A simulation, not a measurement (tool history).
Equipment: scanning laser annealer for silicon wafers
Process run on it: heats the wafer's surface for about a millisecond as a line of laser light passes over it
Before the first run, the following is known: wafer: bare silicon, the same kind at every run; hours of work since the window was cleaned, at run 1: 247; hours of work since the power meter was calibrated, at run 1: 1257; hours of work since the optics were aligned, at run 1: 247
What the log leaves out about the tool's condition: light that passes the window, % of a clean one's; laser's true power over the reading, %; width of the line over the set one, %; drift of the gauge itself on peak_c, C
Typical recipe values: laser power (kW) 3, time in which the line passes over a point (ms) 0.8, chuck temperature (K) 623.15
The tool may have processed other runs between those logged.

run	day	laser power (kW)	time in which the line passes over a point (ms)	chuck temperature (K)	hours of work since the window was cleaned	hours of work since the power meter was calibrated	hours of work since the optics were aligned	highest temperature of the surface (K)
1	0	3	0.8	623.15	247	1257	247	1339.15
2	2.746	3	0.8	623.15	298	1308	298	1335.15
3	5.104	3	0.83	623.15	342	1352	342	1343.15
4	6.971	3	0.8	623.15	377	1387	377	1328.15
5	9.771	3	0.8	623.15	429	1439	429	1323.15
# day 11.4: window over the wafer cleaned
6	12.008	3	0.8	649.15	11	1479	470	1386.15
7	13.683	3	0.613	649.15	43	1511	501	1282.15
8	15.433	3	0.613	649.15	75	1543	534	1281.15
9	16.725	3	0.613	649.15	99	1567	558	1284.15
10	18.075	3	0.613	649.15	125	1592	583	1277.15
11	20.858	3.262	0.613	649.15	177	1644	635	1338.15
12	22.129	3.262	0.613	649.15	200	1668	659	1335.15
13	24.108	3	0.8	584.15	237	1705	695	1300.15
14	26.762	3	0.8	623.15	287	1755	745	1339.15
15	28.912	3	0.8	603.15	327	1795	785	1313.15
16	31.421	2.558	0.8	623.15	374	1841	832	1213.15
17	33.321	2.558	0.8	623.15	409	1877	867	1212.15
18	35.575	3	0.8	623.15	451	1919	909	1324.15
# day 36.038: window over the wafer cleaned
19	37.912	3	0.8	623.15	35	1961	952	1356.15
20	39.342	3	0.8	623.15	62	1988	978	1355.15
21	41.95	3	0.801	623.15	110	2036	1027	1352.15
22	44.258	2.776	0.617	597.15	153	2079	1070	1171.15
23	46.821	2.776	0.617	597.15	201	2127	1118	1168.15
24	49.633	3.066	0.645	646.15	254	2180	1170	1300.15
25	52.5	3.066	0.645	646.15	307	2233	1224	1294.15
26	55.171	3.024	0.867	662.15	357	2283	1274	1406.15
27	56.442	3.147	0.714	586.15	381	2307	1297	1284.15
28	59.088	3.147	0.714	602.15	430	2356	1347	1296.15
# day 59.925: optics aligned, line set to its width
# day 60.933: window over the wafer cleaned
29	61.629	3.147	0.714	602.15	13	2398	30	1339.15
30	62.879	2.927	0.591	593.15	36	2421	54	1208.15

Predict the results of run 31:
31	64.929	3.083	0.949	610.15	75	2460	92	?

{"run 31": {"highest temperature of the surface (K)": 1448.15}}
Without the tool's hidden state the same run would have given highest temperature of the surface (K) 1440.15.
